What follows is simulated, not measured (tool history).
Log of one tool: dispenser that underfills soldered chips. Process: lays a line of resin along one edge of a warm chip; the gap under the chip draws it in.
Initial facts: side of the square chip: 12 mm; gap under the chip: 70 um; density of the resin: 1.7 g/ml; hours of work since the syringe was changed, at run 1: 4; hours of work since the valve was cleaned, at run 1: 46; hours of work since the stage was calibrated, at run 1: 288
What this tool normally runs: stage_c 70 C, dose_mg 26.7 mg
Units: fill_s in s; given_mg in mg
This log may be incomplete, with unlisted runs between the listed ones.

run   hour  stage_c  dose_mg  hours of work since the syringe was changed  hours of work since the valve was cleaned  hours of work since the stage was calibrated  fill_s  given_mg
  1      0       70     26.7                                            4                                         46                                           288    89.5     26.44
  2    5.2       70     33.9                                            7                                         49                                           292     105      33.3
       9.3  -- new syringe of resin
  3   13.8       70     26.7                                            3                                         55                                           298    84.6     26.19
      23.4  -- new syringe of resin
  4   24.7       70     26.7                                            1                                         63                                           305      80     26.17
  5   29.5       70     26.7                                            4                                         66                                           308    92.1     26.02
  6   35.3       76     26.7                                            8                                         70                                           312    81.5     26.02
      37.7  -- new syringe of resin
  7   46.4       70     26.7                                            6                                         77                                           320    99.3      25.9
      51.9  -- new syringe of resin
  8   57.5       70     26.7                                            4                                         85                                           327    92.2      26.1
  9   62.2       70     30.1                                            7                                         88                                           331   103.4     29.32
      65.7  -- new syringe of resin
 10   67.2       78     26.7                                            1                                         91                                           334    51.4     26.05
 11   77.2       83     26.7                                            8                                         98                                           341    54.6     25.79
      80.3  -- new syringe of resin
 12   86.6       83     26.7                                            4                                        105                                           347    47.1     25.61
      94.7  -- new syringe of resin
 13   97.5       70     26.7                                            2                                        112                                           354    84.4     25.64
 14  102.6       70     26.7                                            5                                        116                                           358    98.4     25.69
 15  107.3       63     26.7                                            9                                        119                                           361     162      25.6
     108.5  -- new syringe of resin
 16  118.4       63     26.7                                            7                                        126                                           369   153.7     25.59
     122.4  -- new syringe of resin
 17  126.6       63     26.7                                            3                                        132                                           374   133.3     25.73
       132  -- dispensing valve cleaned and set on the balance
 18  132.5       63     26.7                                            6                                          0                                           378   150.6     26.89
     137.8  -- new syringe of resin
 19  139.5       60     26.7                                            1                                          5                                           382   143.3     26.58
 20  145.7       78     23.4                                            5                                          9                                           387      64     23.51
 21  150.4       62     26.7                                            9                                         13                                           390   172.8     26.55
     152.1  -- new syringe of resin
 22  159.7       62     26.7                                            5                                         19                                           396   156.5     26.64
       166  -- new syringe of resin
 23    167       62     26.7                                            1                                         24                                           401   126.2     26.54
 24  172.2       63     26.5                                            4                                         27                                           405   138.9     26.11
 25  176.7       60       26                                            7                                         30                                           408   192.8      25.9
     179.9  -- new syringe of resin
 26  181.5       60       26                                            1                                         34                                           411   145.2     25.59
 27  188.2       60       26                                            6                                         38                                           416   178.8     25.62
     193.8  -- new syringe of resin
 28  197.4       71       28                                            2                                         44                                           422    84.5     27.83
 29  206.5       56     32.9                                            9                                         51                                           428   245.1     32.17
     208.2  -- new syringe of resin
 30  213.7       56     32.9                                            4                                         56                                           433   203.8     32.43
     220.3  -- stage's temperature calibrated
     223.2  -- new syringe of resin
 31  223.5       56     32.9                                            0                                         62                                             2   145.3      32.4
 32  233.3       56     32.9                                            7                                         68                                             9   199.4     32.23
     237.7  -- new syringe of resin
 33  243.5       59     23.7                                            4                                         75                                            16   150.2     23.22
 34    249       59     23.7                                            8                                         79                                            20   177.4     23.23

Each row is a separate what-if for the run after 34, all from the same tool condition, not one after another. Results?
     251.7  -- new syringe of resin
  A  253.9       67     23.7                                            1                                         82                                            23       ?         ?
     251.7  -- new syringe of resin
  B  253.9       59       26                                            1                                         82                                            23       ?         ?
     251.7  -- new syringe of resin
  C  253.9       59     23.4                                            1                                         82                                            23       ?         ?
     251.7  -- new syringe of resin
  D  253.9       72       30                                            1                                         82                                            23       ?         ?
     251.7  -- new syringe of resin
  E  253.9       60     24.6                                            1                                         82                                            23       ?         ?

run  fill_s  given_mg
  A    86.5     23.08
  B   134.1     25.33
  C   133.3     22.91
  D    63.4     29.45
  E   127.8     23.76
Without the tool's hidden state the same runs would have given:
run  fill_s  given_mg
  A    80.9     23.63
  B   125.7     25.93
  C   124.7     23.46
  D    59.6     30.15
  E   119.7     24.32
